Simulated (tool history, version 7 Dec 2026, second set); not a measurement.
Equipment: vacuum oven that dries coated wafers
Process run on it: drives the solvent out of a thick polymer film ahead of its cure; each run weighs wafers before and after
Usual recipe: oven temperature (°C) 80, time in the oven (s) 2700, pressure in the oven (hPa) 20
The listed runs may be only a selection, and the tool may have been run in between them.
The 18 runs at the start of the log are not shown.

At day 6.267: oven's thermocouples calibrated.
Run 19, day 6.517: usual settings. Result: solvent left in the film (%) 2.3.
Run 20, day 6.817: usual settings. Result: solvent left in the film (%) 2.28.
Run 21, day 7.058: usual settings. Result: solvent left in the film (%) 2.29.
Run 22, day 7.317: usual settings. Result: solvent left in the film (%) 2.26.
Run 23, day 7.533: usual settings. Result: solvent left in the film (%) 2.27.
Run 24, day 7.967: usual settings. Result: solvent left in the film (%) 2.3.
Run 25, day 8.217: usual settings but oven temperature (°C) 91, time in the oven (s) 2820, pressure in the oven (hPa) 16.5. Result: solvent left in the film (%) 0.64.
Run 26, day 8.646: usual settings but oven temperature (°C) 82, time in the oven (s) 1380, pressure in the oven (hPa) 14.7. Result: solvent left in the film (%) 4.59.
Run 27, day 9.092: usual settings but oven temperature (°C) 82, time in the oven (s) 1800, pressure in the oven (hPa) 79.3. Result: solvent left in the film (%) 5.46.
Run 28, day 9.375: usual settings but oven temperature (°C) 81, pressure in the oven (hPa) 21.4. Result: solvent left in the film (%) 2.14.
Run 29, day 9.683: usual settings but time in the oven (s) 1860, pressure in the oven (hPa) 40.7. Result: solvent left in the film (%) 4.58.
Run 30, day 10.067: usual settings but oven temperature (°C) 87, time in the oven (s) 4200, pressure in the oven (hPa) 18.2. Result: solvent left in the film (%) 0.71.
Run 31, day 10.458: usual settings but oven temperature (°C) 87, time in the oven (s) 4200, pressure in the oven (hPa) 18.2. Result: solvent left in the film (%) 0.69.
Run 32, day 10.746: usual settings but oven temperature (°C) 87, time in the oven (s) 4200, pressure in the oven (hPa) 18.2. Result: solvent left in the film (%) 0.72.
Run 33, day 11.038: usual settings but time in the oven (s) 1860, pressure in the oven (hPa) 46.6. Result: solvent left in the film (%) 4.87.
Run 34, day 11.304: usual settings but time in the oven (s) 4740, pressure in the oven (hPa) 22.1. Result: solvent left in the film (%) 1.17.
Run 35, day 11.517: usual settings but oven temperature (°C) 86, time in the oven (s) 2940, pressure in the oven (hPa) 27.2. Result: solvent left in the film (%) 1.38.
Run 36, day 11.862: usual settings but oven temperature (°C) 78, pressure in the oven (hPa) 18. Result: solvent left in the film (%) 2.66.
Run 37, day 12.358: usual settings but pressure in the oven (hPa) 63.4. Result: solvent left in the film (%) 4.11.
Run 38, day 12.604: usual settings but oven temperature (°C) 72, time in the oven (s) 1860, pressure in the oven (hPa) 67.4. Result: solvent left in the film (%) 8.65.
Run 39, day 12.996: usual settings but oven temperature (°C) 72, time in the oven (s) 1860, pressure in the oven (hPa) 67.4. Result: solvent left in the film (%) 8.64.
Run 40, day 13.417: usual settings but oven temperature (°C) 78, time in the oven (s) 3420, pressure in the oven (hPa) 47.5. Result: solvent left in the film (%) 3.21.
Run 41, day 13.821: usual settings but oven temperature (°C) 90, time in the oven (s) 1920, pressure in the oven (hPa) 47.5. Result: solvent left in the film (%) 2.29.
Run 42, day 14.062: usual settings but oven temperature (°C) 90, time in the oven (s) 1920, pressure in the oven (hPa) 47.5. Result: solvent left in the film (%) 2.24.

The next listed run, before its measurement:
Run 43, day 14.504: usual settings but oven temperature (°C) 73, time in the oven (s) 1320, pressure in the oven (hPa) 13.4. Result: solvent left in the film (%) ?.

{"run 43": {"solvent left in the film (%)": 7.9}}
With no hidden state in the tool, this same run would have given solvent left in the film (%) 7.76.

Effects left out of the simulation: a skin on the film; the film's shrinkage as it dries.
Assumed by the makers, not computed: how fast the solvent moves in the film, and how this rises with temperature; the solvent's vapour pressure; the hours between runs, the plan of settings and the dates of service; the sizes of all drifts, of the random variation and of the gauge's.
